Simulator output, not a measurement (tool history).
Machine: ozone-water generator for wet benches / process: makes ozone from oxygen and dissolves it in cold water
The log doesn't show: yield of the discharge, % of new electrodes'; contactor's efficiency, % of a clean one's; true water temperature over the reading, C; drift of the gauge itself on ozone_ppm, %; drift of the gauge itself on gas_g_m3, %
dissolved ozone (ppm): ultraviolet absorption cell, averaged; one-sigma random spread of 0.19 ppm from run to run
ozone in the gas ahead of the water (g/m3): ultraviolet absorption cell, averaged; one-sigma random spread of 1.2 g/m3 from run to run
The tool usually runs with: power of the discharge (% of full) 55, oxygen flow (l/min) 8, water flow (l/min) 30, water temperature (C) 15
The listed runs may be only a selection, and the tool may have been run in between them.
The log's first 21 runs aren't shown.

run,day,power of the discharge (% of full),oxygen flow (l/min),water flow (l/min),water temperature (C),hours of work since the electrodes were changed,hours of work since the contactor was cleaned,hours of work since the thermometer was calibrated,dissolved ozone (ppm),ozone in the gas ahead of the water (g/m3)
22,61.342,55,8,30,16,3085,5585,292,26.7,215.9
23,64.896,43,6.52,35,16,3163,5663,370,20.4,211.8
24,68.162,44,9.73,47,8,3235,5735,442,18.3,173.4
25,71.767,89,10.82,27,15,3314,5814,521,38,233.1
26,73.779,59,8,30,15,3358,5859,566,28.5,221
27,77.004,59,8,30,15,3429,5930,636,28.3,223.5
28,80.092,59,8,30,15,3497,5998,704,28.3,222.6
29,82.45,59,8,30,15,3549,6049,756,28.5,220.4
30,84.279,58,5.33,22,15,3589,6090,796,34.6,270.6
31,87.604,58,5.33,22,15,3662,6163,870,34.6,269.6
32,90.662,42,8.43,22,23,3730,6230,937,25.5,179.4
33,94.671,46,12.8,29,16,3818,6318,1025,24.7,152.9
34,97.062,46,12.8,29,16,3870,6371,1078,25,152.1

Consider 3 possible next runs. They are alternatives, not a sequence: every one starts from the tool as it was left by run 34. What does each give?
A,98.867,71,12.8,40,16,3910,6411,1117,?,?
B,98.867,53,8,18,17,3910,6411,1117,?,?
C,98.867,55,8,23,11,3910,6411,1117,?,?

run,dissolved ozone (ppm),ozone in the gas ahead of the water (g/m3)
A,24.7,193.1
B,36.5,209.8
C,35.3,211.8
Had the tool no hidden state, the same runs would have come out as:
run,dissolved ozone (ppm),ozone in the gas ahead of the water (g/m3)
A,24.7,198.2
B,36.5,215.3
C,35.3,217.4
